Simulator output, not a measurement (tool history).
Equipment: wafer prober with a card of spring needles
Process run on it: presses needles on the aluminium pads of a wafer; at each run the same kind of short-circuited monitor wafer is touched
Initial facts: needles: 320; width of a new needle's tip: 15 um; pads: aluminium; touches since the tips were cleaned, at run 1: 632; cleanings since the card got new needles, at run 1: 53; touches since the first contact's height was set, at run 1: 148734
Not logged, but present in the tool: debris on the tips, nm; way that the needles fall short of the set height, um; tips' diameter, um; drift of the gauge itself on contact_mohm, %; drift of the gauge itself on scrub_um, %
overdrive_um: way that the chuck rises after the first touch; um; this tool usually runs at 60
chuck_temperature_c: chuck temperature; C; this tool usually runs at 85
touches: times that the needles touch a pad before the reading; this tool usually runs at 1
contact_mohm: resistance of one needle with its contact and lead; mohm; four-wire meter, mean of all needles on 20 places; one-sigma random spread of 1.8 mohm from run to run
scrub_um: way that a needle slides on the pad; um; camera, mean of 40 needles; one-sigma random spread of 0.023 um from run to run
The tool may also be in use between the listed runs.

run   hour  overdrive_um  chuck_temperature_c  touches  touches since the tips were cleaned  cleanings since the card got new needles  touches since the first contact's height was set  contact_mohm  scrub_um
  1      0            60                   85        1                                  632                                        53                                            148734           200      7.24
       9.3  -- tips cleaned on abrasive film
  2   16.8            60                   85        1                                 1908                                        54                                            153001           200      7.26
      19.3  -- tips cleaned on abrasive film
      30.9  -- tips cleaned on abrasive film
  3   35.3            60                   85        1                                 1099                                        56                                            157663           201      7.25
      41.4  -- tips cleaned on abrasive film
      51.7  -- tips cleaned on abrasive film
  4   57.4            60                   85        1                                 1446                                        58                                            163273           201      7.26
      63.5  -- tips cleaned on abrasive film
  5   71.7            60                   85        1                                 2118                                        59                                            166911           202      7.24
      73.8  -- tips cleaned on abrasive film
      83.6  -- tips cleaned on abrasive film
  6   92.7            60                   85        1                                 2323                                        61                                            172216           202      7.28
      94.4  -- tips cleaned on abrasive film
     105.9  -- tips cleaned on abrasive film
  7  107.4            60                   86        1                                  395                                        63                                            175923           199      7.23
     116.2  -- tips cleaned on abrasive film
     126.5  -- tips cleaned on abrasive film
  8  129.1            60                   85        1                                  652                                        65                                            181402           199      7.28
     136.7  -- tips cleaned on abrasive film
  9    146            60                   85        1                                 2371                                        66                                            185690           204      7.25
     147.6  -- tips cleaned on abrasive film
     153.5  -- height of the first contact set anew
     159.4  -- tips cleaned on abrasive film
     169.4  -- tips cleaned on abrasive film
 10  172.7            60                   85        1                                  842                                        69                                              4847           201      7.28
     180.8  -- tips cleaned on abrasive film
 11    188            60                   85        1                                 1855                                        70                                              8735           204       7.3
     192.3  -- tips cleaned on abrasive film
     202.4  -- tips cleaned on abrasive film
 12  202.4            49                   29        1                                    0                                        72                                             12370           191      5.88
     213.2  -- tips cleaned on abrasive film
     224.1  -- tips cleaned on abrasive film
 13  225.3            49                   29        1                                  309                                        74                                             18161           187      5.98
     233.7  -- tips cleaned on abrasive film
 14  236.8            49                   53        3                                  780                                        75                                             21070           199      5.95
     243.6  -- tips cleaned on abrasive film
 15  251.1            49                  103        2                                 1925                                        76                                             24697           210      5.88
     254.4  -- tips cleaned on abrasive film
       264  -- tips cleaned on abrasive film
       275  -- tips cleaned on abrasive film
 16  276.8            49                  103        2                                  480                                        79                                             31199           208      5.91
     285.7  -- tips cleaned on abrasive film
     296.4  -- tips cleaned on abrasive film
 17  298.8            49                  103        2                                  610                                        81                                             36759           208      5.93
     306.8  -- tips cleaned on abrasive film
 18  316.3            63                   46        1                                 2427                                        82                                             41203           192      7.61
     318.2  -- tips cleaned on abrasive film
       329  -- tips cleaned on abrasive film
 19  338.1            63                   46        1                                 2338                                        84                                             46724           191      7.65

Predict each of these 5 candidate next runs independently; none follows another, all start after run 19:
     340.6  -- tips cleaned on abrasive film
     351.8  -- tips cleaned on abrasive film
  A  351.8            73                   67        1                                    0                                        86                                             50179             ?         ?
     340.6  -- tips cleaned on abrasive film
     351.8  -- tips cleaned on abrasive film
  B  351.8            71                   46        3                                    0                                        86                                             50179             ?         ?
     340.6  -- tips cleaned on abrasive film
     351.8  -- tips cleaned on abrasive film
  C  351.8            75                   58        2                                    0                                        86                                             50179             ?         ?
     340.6  -- tips cleaned on abrasive film
     351.8  -- tips cleaned on abrasive film
  D  351.8            40                   85        1                                    0                                        86                                             50179             ?         ?
     340.6  -- tips cleaned on abrasive film
     351.8  -- tips cleaned on abrasive film
  E  351.8            41                   70        1                                    0                                        86                                             50179             ?         ?

run  contact_mohm  scrub_um
  A           196      8.85
  B           191      8.63
  C           194       9.1
  D           210      4.84
  E           201      4.95
With the hidden condition removed and each run's random variation left untouched, the same runs would have given:
run  contact_mohm  scrub_um
  A           196      8.85
  B           191      8.63
  C           194       9.1
  D           210      4.85
  E           201      4.95
